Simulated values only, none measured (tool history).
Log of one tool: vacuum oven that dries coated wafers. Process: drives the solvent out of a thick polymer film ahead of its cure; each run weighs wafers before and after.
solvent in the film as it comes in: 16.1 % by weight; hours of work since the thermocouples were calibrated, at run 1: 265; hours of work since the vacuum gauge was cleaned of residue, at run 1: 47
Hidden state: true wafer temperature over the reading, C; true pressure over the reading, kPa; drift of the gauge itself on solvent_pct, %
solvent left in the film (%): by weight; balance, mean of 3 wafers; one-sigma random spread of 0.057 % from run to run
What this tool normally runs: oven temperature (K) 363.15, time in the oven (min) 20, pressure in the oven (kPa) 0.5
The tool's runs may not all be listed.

| run | hour | oven temperature (K) | time in the oven (min) | pressure in the oven (kPa) | hours of work since the thermocouples were calibrated | hours of work since the vacuum gauge was cleaned of residue | solvent left in the film (%) |
|---|---|---|---|---|---|---|---|
| 1 | 0 | 363.15 | 20 | 0.5 | 265 | 47 | 2.69 |
| 2 | 24.9 | 353.15 | 20 | 0.5 | 281 | 63 | 6.03 |
| 3 | 37.3 | 358.15 | 20 | 0.5 | 289 | 71 | 4.29 |
| 4 | 64.2 | 363.15 | 20 | 0.5 | 306 | 88 | 2.61 |
| 5 | 89 | 363.15 | 20 | 0.5 | 322 | 104 | 2.86 |
| 6 | 104.5 | 363.15 | 20 | 0.5 | 332 | 114 | 2.77 |
| 7 | 128.4 | 363.15 | 20 | 0.5 | 347 | 129 | 2.76 |
| 8 | 145.8 | 363.15 | 20 | 0.5 | 358 | 140 | 2.68 |
| 9 | 160.6 | 363.15 | 20 | 0.5 | 367 | 150 | 2.65 |
| 10 | 176 | 363.15 | 19 | 0.254 | 377 | 159 | 2.71 |
| 11 | 197.6 | 363.15 | 14 | 0.254 | 391 | 173 | 4.18 |
| 12 | 213.4 | 374.15 | 19 | 0.956 | 401 | 183 | 0.9 |
| 13 | 242.2 | 349.15 | 16 | 0.377 | 419 | 202 | 8.37 |
| 14 | 270 | 350.15 | 18 | 0.377 | 437 | 219 | 7.51 |
| 15 | 283.8 | 350.15 | 18 | 0.358 | 446 | 228 | 7.58 |
| 16 | 298.1 | 363.15 | 17 | 0.405 | 455 | 237 | 3.36 |
| 17 | 323.2 | 363.15 | 17 | 0.405 | 471 | 253 | 3.44 |

Below are 4 alternative next runs, each starting from the tool's condition after run 17. Predict each:
| A | 342.7 | 352.15 | 19 | 0.405 | 483 | 266 | ? |
| B | 342.7 | 363.15 | 32 | 0.5 | 483 | 266 | ? |
| C | 342.7 | 363.15 | 15 | 0.405 | 483 | 266 | ? |
| D | 342.7 | 373.15 | 29 | 0.277 | 483 | 266 | ? |

| run | solvent left in the film (%) |
|---|---|
| A | 6.81 |
| B | 1.32 |
| C | 4.01 |
| D | 0.29 |
With no hidden state in the tool, these same runs would have given:
| run | solvent left in the film (%) |
|---|---|
| A | 6.66 |
| B | 1.22 |
| C | 3.87 |
| D | 0.24 |
